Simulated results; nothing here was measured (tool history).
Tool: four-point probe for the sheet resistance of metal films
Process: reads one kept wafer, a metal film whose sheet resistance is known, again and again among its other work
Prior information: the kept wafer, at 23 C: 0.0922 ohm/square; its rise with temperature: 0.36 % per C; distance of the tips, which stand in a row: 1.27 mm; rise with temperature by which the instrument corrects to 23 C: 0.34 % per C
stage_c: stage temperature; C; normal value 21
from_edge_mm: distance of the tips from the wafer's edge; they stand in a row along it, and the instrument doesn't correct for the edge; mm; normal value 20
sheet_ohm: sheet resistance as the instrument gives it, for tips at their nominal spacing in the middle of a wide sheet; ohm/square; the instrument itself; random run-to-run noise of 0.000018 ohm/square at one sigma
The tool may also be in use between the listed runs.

run     day  stage_c  from_edge_mm  sheet_ohm
  1       0       21            20   0.092361
  2   0.438       21            20   0.092342
  3   1.138       31            20   0.092555
  4   1.479       27            20   0.092457
  5     1.8       21            20   0.092354
  6     2.3       21            20   0.092393
  7    2.65       21             5   0.095269
  8   3.038       21             5   0.095241
  9   3.571       21            20   0.092355
 10   3.967       32            20   0.092564
 11   4.425       32            20   0.092583
 12   5.121       21            20   0.092362
 13   5.525       21            26   0.092289
 14   6.058       21            26   0.092274
 15   6.421       21             5   0.095252
 16   6.775       21            45   0.092197
 17    7.45       29            20   0.092515
 18   8.117       21            20   0.092319
 19   8.442       21            20   0.092356
 20   8.833       23             4   0.096899
 21   9.438       23             4   0.096918
 22      10       21            28   0.092256
 23  10.346       21            10   0.092936
 24  11.038       24            34   0.092288
 25  11.442       24            34   0.092247
 26  12.033       19            10   0.092951
 27    12.7       31             9   0.093338
 28  13.104       21             4   0.096918
 29  13.833       23            11   0.092862
 30  14.133       23            11   0.092885
 31  14.808       23            11   0.092864
 32  15.496       23            11   0.092846
 33  15.933       24            21     0.0924
 34  16.321       19             5   0.095214
 35   16.65       19             5   0.095229
 36  17.083       19             5   0.095217

4 ways to go on from here, each from the tool as it stands after run 36. What would each give?
  A  17.479       35            27          ?
  B  17.479       20             5          ?
  C  17.479       20             6          ?
  D  17.479       31            70          ?

run  sheet_ohm
  A   0.092564
  B    0.09523
  C   0.094334
  D   0.092343
Without the tool's unlogged condition, the same runs would have read:
run  sheet_ohm
  A   0.092562
  B   0.095228
  C   0.094332
  D   0.092341
